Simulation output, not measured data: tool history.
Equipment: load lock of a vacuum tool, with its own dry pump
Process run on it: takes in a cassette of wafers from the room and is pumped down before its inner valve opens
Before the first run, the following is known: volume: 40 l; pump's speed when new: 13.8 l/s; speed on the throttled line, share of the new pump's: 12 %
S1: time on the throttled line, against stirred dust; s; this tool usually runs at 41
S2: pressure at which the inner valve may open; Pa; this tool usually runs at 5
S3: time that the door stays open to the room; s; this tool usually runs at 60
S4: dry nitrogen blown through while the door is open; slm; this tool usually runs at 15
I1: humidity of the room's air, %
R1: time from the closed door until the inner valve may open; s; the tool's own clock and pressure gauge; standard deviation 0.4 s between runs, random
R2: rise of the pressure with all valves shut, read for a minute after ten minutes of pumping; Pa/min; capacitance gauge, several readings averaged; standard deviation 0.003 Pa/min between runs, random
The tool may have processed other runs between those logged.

run,hour,S1,S2,S3,S4,I1,R1,R2
1,0.0,41,5,60,15,46.0,65.5,0.070
2,53.1,41,5,60,15,44.3,65.5,0.068
3,115.3,41,5,60,15,46.7,65.9,0.071
4,234.1,28,5,60,15,46.2,54.3,0.075
5,307.3,28,5,60,15,43.4,53.9,0.077
6,371.3,28,7,60,15,44.5,53.2,0.071
7,451.4,41,5,60,15,42.8,65.8,0.071
8,537.0,41,5,60,15,45.6,65.4,0.079
9,601.6,43,5,60,15,44.0,68.1,0.071
10,676.6,43,5,60,5,43.5,67.0,0.100
11,727.6,43,5,60,5,42.7,67.5,0.099
12,794.0,41,5,35,15,41.0,66.0,0.069
13,870.4,41,5,35,15,43.8,65.3,0.077
14,956.9,41,5,35,15,45.6,65.8,0.075
15,1074.2,41,5,35,15,48.0,66.1,0.081
16,1151.9,41,5,35,15,44.5,66.5,0.079
17,1218.8,41,5,35,15,47.9,65.0,0.082
18,1277.6,41,5,35,15,43.0,66.1,0.079
19,1370.1,46,5,35,15,46.1,69.7,0.079
20,1464.9,23,5,60,15,42.6,50.0,0.089
21,1568.3,23,5,60,15,46.3,50.6,0.098
22,1643.5,27,4,60,15,42.6,54.6,0.098
23,1714.0,22,5,83,15,49.7,49.5,0.118
24,1823.8,22,5,83,15,45.2,49.4,0.116
25,1913.7,22,5,83,4,48.0,49.0,0.151
26,2030.3,25,5,199,15,45.8,51.8,0.161
27,2112.2,49,8,153,15,46.0,72.0,0.148
28,2173.7,49,8,153,15,43.4,71.9,0.146
29,2256.3,69,8,62,15,43.5,89.1,0.112
30,2359.4,69,5,73,27,44.4,91.0,0.101
31,2409.6,34,4,60,33,44.6,60.7,0.098
32,2496.5,57,5,64,9,44.6,80.8,0.130
33,2579.1,57,5,64,9,46.7,80.2,0.137
34,2657.5,41,7,60,5,44.8,65.6,0.148
35,2723.3,41,7,60,5,44.3,64.7,0.150
36,2776.6,41,7,60,5,49.6,66.1,0.151
37,2852.0,41,5,60,15,43.4,66.6,0.123

Had the tool no unlogged condition, and each run kept its random variation, what would the results have been?
Hidden conditions of the tool in this case: pump's speed, % of a new pump's; leak at the door's seal, Pa l/s; drift of the gauge itself on ready_s, %; drift of the gauge itself on rise_pa_min, %.
run,R1,R2
1,65.3,0.051
2,65.3,0.048
3,65.7,0.050
4,54.0,0.051
5,53.6,0.053
6,52.9,0.046
7,65.4,0.044
8,65.1,0.050
9,67.7,0.042
10,66.6,0.069
11,67.1,0.067
12,65.6,0.035
13,64.9,0.042
14,65.4,0.038
15,65.6,0.043
16,66.0,0.039
17,64.5,0.040
18,65.5,0.037
19,69.1,0.035
20,49.4,0.041
21,50.0,0.049
22,53.9,0.048
23,48.8,0.065
24,48.7,0.061
25,48.2,0.093
26,51.0,0.101
27,71.3,0.085
28,71.2,0.083
29,88.5,0.046
30,90.3,0.035
31,59.8,0.029
32,80.0,0.060
33,79.4,0.063
34,64.7,0.072
35,63.8,0.073
36,65.1,0.074
37,65.6,0.042

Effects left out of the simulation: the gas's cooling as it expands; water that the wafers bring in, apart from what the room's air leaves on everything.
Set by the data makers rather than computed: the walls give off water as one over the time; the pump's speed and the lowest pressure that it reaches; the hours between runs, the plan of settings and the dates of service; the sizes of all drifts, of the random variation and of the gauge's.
